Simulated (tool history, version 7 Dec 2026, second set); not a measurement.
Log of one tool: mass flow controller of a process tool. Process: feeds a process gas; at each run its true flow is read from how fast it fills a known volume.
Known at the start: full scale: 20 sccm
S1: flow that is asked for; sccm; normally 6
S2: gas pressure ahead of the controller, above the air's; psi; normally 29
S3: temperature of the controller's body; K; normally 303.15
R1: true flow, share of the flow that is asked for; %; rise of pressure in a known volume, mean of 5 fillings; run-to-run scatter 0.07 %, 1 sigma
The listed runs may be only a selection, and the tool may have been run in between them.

| run | hour | S1 | S2 | S3 | R1 |
|---|---|---|---|---|---|
| 1 | 0 | 6 | 29 | 303.15 | 98.85 |
| 2 | 274.2 | 6 | 29 | 303.15 | 99.07 |
| 3 | 585.7 | 6 | 29 | 303.15 | 98.92 |
| 4 | 902.2 | 6 | 29 | 303.15 | 99.03 |
| 5 | 1267.6 | 6 | 29 | 303.15 | 99.19 |
| 6 | 1525.3 | 6 | 29 | 294.15 | 100.1 |
| 7 | 1874.5 | 6 | 25.1 | 294.15 | 100.02 |
| 8 | 2202.1 | 6 | 29 | 303.15 | 99.32 |
| 9 | 2457.3 | 6 | 39.5 | 303.15 | 99.92 |
| 10 | 2830.6 | 3 | 29 | 303.15 | 99.26 |
| 11 | 3244.8 | 6 | 22.9 | 303.15 | 99.08 |
| 12 | 3451.7 | 6 | 22.9 | 303.15 | 99.11 |
| 13 | 3875.5 | 6 | 22.9 | 303.15 | 99.17 |
|  | 3902.1 | gauge calibrated |
| 14 | 4120.2 | 3 | 34.4 | 305.15 | 98.93 |
| 15 | 4566.5 | 5 | 35.8 | 305.15 | 99.06 |
| 16 | 5030.2 | 6 | 29 | 305.15 | 98.7 |
| 17 | 5357.3 | 6 | 37.9 | 299.15 | 100.05 |
| 18 | 5747.8 | 6 | 37.9 | 299.15 | 100.09 |
|  | 5968.9 | controller exchanged for a calibrated one |
| 19 | 6050.8 | 15 | 27.4 | 302.15 | 99.62 |
| 20 | 6335.8 | 3 | 32.1 | 294.15 | 100.22 |
| 21 | 6568.4 | 11 | 40.5 | 294.15 | 101.09 |
| 22 | 6824.4 | 11 | 40.5 | 299.15 | 100.48 |
| 23 | 7047.9 | 2 | 36.4 | 300.15 | 99.96 |
| 24 | 7270.8 | 2 | 36.4 | 300.15 | 99.98 |

Here are 4 independent what-if runs from the current tool condition. What would each one return?
| A | 7616.3 | 13 | 31.5 | 302.15 | ? |
| B | 7616.3 | 19 | 31 | 305.15 | ? |
| C | 7616.3 | 7 | 21.9 | 296.15 | ? |
| D | 7616.3 | 6 | 26.4 | 303.15 | ? |

| run | R1 |
|---|---|
| A | 100 |
| B | 99.86 |
| C | 100.07 |
| D | 99.46 |
With no hidden state in the tool, these same runs would have given:
| run | R1 |
|---|---|
| A | 99.39 |
| B | 99.25 |
| C | 99.46 |
| D | 98.86 |
